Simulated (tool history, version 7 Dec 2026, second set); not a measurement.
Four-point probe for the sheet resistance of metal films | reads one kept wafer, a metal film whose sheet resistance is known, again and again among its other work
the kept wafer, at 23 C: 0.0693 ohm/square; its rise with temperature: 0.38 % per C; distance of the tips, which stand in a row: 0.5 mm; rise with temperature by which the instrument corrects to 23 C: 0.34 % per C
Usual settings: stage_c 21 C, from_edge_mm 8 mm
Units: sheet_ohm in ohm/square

run,hour,stage_c,from_edge_mm,sheet_ohm
1,0,21,8,0.069368
2,93.2,21,8,0.069379
3,192.3,21,8,0.069389
4,263.7,21,71,0.069218
5,336.5,21,8,0.069397
6,398,21,8,0.06938
7,451.8,21,8,0.069385
8,529.7,21,8,0.069411
9,588.5,21,8,0.069388
10,684.6,33,48,0.069584
11,744.2,21,9,0.069365
12,803.2,27,9,0.069518
13,899.9,32,16,0.069567

3 ways to go on from here, each from the tool as it stands after run 13. What would each give?
# hour 928.3: stage's thermometer calibrated
A,994.5,34,4,?
# hour 928.3: stage's thermometer calibrated
B,994.5,21,5,?
# hour 928.3: stage's thermometer calibrated
C,994.5,33,8,?

run,sheet_ohm
A,0.070177
B,0.069614
C,0.069731
Without the tool's hidden state the same runs would have given:
run,sheet_ohm
A,0.070178
B,0.069614
C,0.069732
